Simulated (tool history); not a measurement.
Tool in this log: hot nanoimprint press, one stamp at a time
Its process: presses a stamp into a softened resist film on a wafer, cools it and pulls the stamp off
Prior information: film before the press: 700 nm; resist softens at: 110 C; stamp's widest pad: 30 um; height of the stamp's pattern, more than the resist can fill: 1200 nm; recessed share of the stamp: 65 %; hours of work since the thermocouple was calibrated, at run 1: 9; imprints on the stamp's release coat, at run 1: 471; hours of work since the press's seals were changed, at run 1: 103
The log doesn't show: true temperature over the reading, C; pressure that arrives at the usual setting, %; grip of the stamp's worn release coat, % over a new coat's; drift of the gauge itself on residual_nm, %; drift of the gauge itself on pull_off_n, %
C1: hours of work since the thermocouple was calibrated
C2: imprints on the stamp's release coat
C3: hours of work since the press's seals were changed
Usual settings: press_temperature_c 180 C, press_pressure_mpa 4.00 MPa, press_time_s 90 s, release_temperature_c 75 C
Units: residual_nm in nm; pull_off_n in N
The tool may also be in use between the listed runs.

{"run": 1, "hour": 0.0, "press_temperature_c": 180, "press_pressure_mpa": 4.0, "press_time_s": 90, "release_temperature_c": 75, "C1": 9, "C2": 471, "C3": 103, "residual_nm": 300.5, "pull_off_n": 227}
{"run": 2, "hour": 6.2, "press_temperature_c": 192, "press_pressure_mpa": 4.0, "press_time_s": 90, "release_temperature_c": 75, "C1": 13, "C2": 491, "C3": 107, "residual_nm": 187.0, "pull_off_n": 221}
{"run": 3, "hour": 10.7, "press_temperature_c": 184, "press_pressure_mpa": 4.0, "press_time_s": 90, "release_temperature_c": 75, "C1": 16, "C2": 505, "C3": 110, "residual_nm": 256.0, "pull_off_n": 227}
{"run": 4, "hour": 15.0, "press_temperature_c": 184, "press_pressure_mpa": 4.0, "press_time_s": 90, "release_temperature_c": 75, "C1": 19, "C2": 518, "C3": 113, "residual_nm": 255.6, "pull_off_n": 224}
{"run": 5, "hour": 21.8, "press_temperature_c": 184, "press_pressure_mpa": 4.0, "press_time_s": 90, "release_temperature_c": 75, "C1": 24, "C2": 539, "C3": 118, "residual_nm": 255.0, "pull_off_n": 223}
{"run": 6, "hour": 29.5, "press_temperature_c": 188, "press_pressure_mpa": 4.0, "press_time_s": 67, "release_temperature_c": 75, "C1": 29, "C2": 563, "C3": 123, "residual_nm": 247.3, "pull_off_n": 231}
{"run": 7, "hour": 36.6, "press_temperature_c": 188, "press_pressure_mpa": 4.0, "press_time_s": 67, "release_temperature_c": 65, "C1": 34, "C2": 585, "C3": 128, "residual_nm": 247.9, "pull_off_n": 260}
{"run": 8, "hour": 44.9, "press_temperature_c": 190, "press_pressure_mpa": 5.43, "press_time_s": 90, "release_temperature_c": 78, "C1": 40, "C2": 611, "C3": 133, "residual_nm": 174.5, "pull_off_n": 211}
{"run": 9, "hour": 50.9, "press_temperature_c": 190, "press_pressure_mpa": 2.54, "press_time_s": 90, "release_temperature_c": 78, "C1": 44, "C2": 630, "C3": 137, "residual_nm": 247.7, "pull_off_n": 220}
{"run": 10, "hour": 55.3, "press_temperature_c": 190, "press_pressure_mpa": 3.5, "press_time_s": 84, "release_temperature_c": 78, "C1": 47, "C2": 643, "C3": 140, "residual_nm": 221.1, "pull_off_n": 211}

The logged runs with the hidden state left out (each run's random variation unchanged):
run=1 residual_nm=300.5
run=2 residual_nm=187.1
run=3 residual_nm=256.3
run=4 residual_nm=256.0
run=5 residual_nm=255.7
run=6 residual_nm=248.1
run=7 residual_nm=248.9
run=8 residual_nm=175.4
run=9 residual_nm=249.1
run=10 residual_nm=222.5
pull_off_n: at most 1 N away from the measurement, every run.

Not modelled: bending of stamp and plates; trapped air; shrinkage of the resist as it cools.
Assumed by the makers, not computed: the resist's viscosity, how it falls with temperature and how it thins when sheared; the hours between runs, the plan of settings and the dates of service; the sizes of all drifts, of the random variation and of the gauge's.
